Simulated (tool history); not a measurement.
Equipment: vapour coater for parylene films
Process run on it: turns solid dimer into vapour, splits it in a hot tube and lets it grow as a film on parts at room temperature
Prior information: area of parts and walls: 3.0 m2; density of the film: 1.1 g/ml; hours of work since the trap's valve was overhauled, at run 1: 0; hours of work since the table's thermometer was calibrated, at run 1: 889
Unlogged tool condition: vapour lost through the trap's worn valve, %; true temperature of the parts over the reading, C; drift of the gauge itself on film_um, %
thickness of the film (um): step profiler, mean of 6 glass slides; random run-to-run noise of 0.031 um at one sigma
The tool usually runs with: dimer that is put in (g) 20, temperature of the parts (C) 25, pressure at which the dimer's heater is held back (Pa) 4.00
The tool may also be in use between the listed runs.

run,hour,dimer that is put in (g),temperature of the parts (C),pressure at which the dimer's heater is held back (Pa),hours of work since the trap's valve was overhauled,hours of work since the table's thermometer was calibrated,thickness of the film (um)
1,0.0,20,25,4.00,0,889,4.28
# hour 26.8: table's thermometer calibrated
2,68.5,20,25,4.00,27,17,4.06
3,122.5,20,25,6.56,49,38,3.64
4,172.7,20,25,6.56,69,59,3.65
5,214.6,20,25,4.00,86,75,4.08
6,267.8,20,20,4.00,107,97,4.74
7,310.1,20,20,4.00,124,114,4.73
8,371.2,20,33,4.00,149,138,3.14
9,439.3,20,25,4.00,176,166,4.08
10,482.0,20,25,4.00,193,183,4.01
11,541.4,20,25,4.00,217,207,3.95
12,572.8,20,25,4.00,230,219,3.99
13,608.8,20,25,4.00,244,234,3.98
14,640.6,20,25,4.00,257,247,3.92
15,697.2,20,25,4.00,280,269,3.99
16,738.8,20,25,4.00,297,286,3.95
17,767.9,20,25,4.00,308,298,3.99
18,814.9,20,25,4.00,327,317,3.91
19,865.2,20,25,4.00,347,337,3.91
20,896.4,20,25,2.38,360,350,4.47
21,933.2,28,17,7.85,375,364,6.08
22,994.2,20,25,4.87,399,389,3.64
23,1051.2,20,25,4.87,422,412,3.67
24,1079.1,11,18,3.97,433,423,2.59
# hour 1109.8: trap's valve overhauled
25,1151.7,9,18,3.97,17,451,2.33
26,1182.7,20,25,9.78,29,463,3.38
27,1249.4,23,33,9.78,56,490,2.98
28,1288.8,9,22,7.37,72,506,1.78
29,1335.2,18,26,4.00,91,524,3.60
30,1363.2,8,25,2.50,102,536,1.84
31,1391.7,8,25,2.50,113,547,1.82
32,1452.2,8,25,2.50,138,571,1.86
33,1491.4,15,25,4.00,153,587,3.01
34,1549.5,19,23,2.74,177,610,4.49
35,1585.4,19,23,2.74,191,625,4.50
36,1642.0,10,17,3.35,214,648,2.70
37,1697.1,20,25,7.81,236,670,3.44
38,1747.9,20,25,7.81,256,690,3.40

Subtracting, for every run, the result it would have given without the tool's unlogged condition from the measured result gives the following. The same run-to-run variation enters both numbers; the gauge's scatter may not:
run,thickness of the film (um)
1,+0.13
2,+0.00
3,-0.01
4,-0.03
5,-0.04
6,-0.06
7,-0.08
8,-0.06
9,-0.10
10,-0.10
11,-0.12
12,-0.13
13,-0.13
14,-0.14
15,-0.16
16,-0.17
17,-0.18
18,-0.19
19,-0.20
20,-0.24
21,-0.35
22,-0.23
23,-0.25
24,-0.18
25,+0.02
26,+0.03
27,+0.02
28,+0.01
29,+0.00
30,-0.01
31,-0.01
32,-0.01
33,-0.03
34,-0.06
35,-0.07
36,-0.05
37,-0.08
38,-0.09

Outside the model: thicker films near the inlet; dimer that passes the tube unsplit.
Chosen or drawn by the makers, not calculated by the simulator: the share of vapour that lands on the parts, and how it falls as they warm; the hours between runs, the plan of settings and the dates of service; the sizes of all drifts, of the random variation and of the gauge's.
